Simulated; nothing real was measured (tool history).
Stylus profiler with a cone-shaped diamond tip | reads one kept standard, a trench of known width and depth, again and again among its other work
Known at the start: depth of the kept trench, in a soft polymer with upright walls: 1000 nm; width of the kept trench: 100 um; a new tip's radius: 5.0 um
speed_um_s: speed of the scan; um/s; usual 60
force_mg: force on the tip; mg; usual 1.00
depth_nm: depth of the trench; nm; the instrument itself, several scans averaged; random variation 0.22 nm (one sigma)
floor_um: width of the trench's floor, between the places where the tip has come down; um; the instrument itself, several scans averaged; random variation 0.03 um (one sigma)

run   hour  speed_um_s  force_mg  depth_nm  floor_um
  1    0.0          60      1.00   1002.69     91.60
  2   23.8          60      1.00   1002.97     91.64
  3   49.5          24      1.00   1002.57     91.70
  4   74.5          24      1.00   1002.95     91.67
  5  104.0          24      1.00   1002.48     91.63
  6  148.3          42      0.68   1001.47     91.46
  7  174.7         121      0.42   1001.10     90.81
     179.7  -- height scale calibrated on a step standard
  8  213.7         121      0.42   1000.23     90.74
  9  250.2         101      1.92   1004.22     91.27
 10  294.7         131      0.38   1000.46     90.59

Forecast each of these 4 alternatives for the next run:
  A  331.2          58      0.60         ?         ?
  B  331.2         131      0.42         ?         ?
  C  331.2          23      1.17         ?         ?
  D  331.2          55      1.00         ?         ?

run  depth_nm  floor_um
  A   1000.95     91.18
  B   1000.85     90.57
  C   1002.58     91.40
  D   1002.22     91.26
Without the tool's hidden state the same runs would have given:
run  depth_nm  floor_um
  A   1002.52     93.65
  B   1002.42     93.04
  C   1004.15     93.87
  D   1003.79     93.73
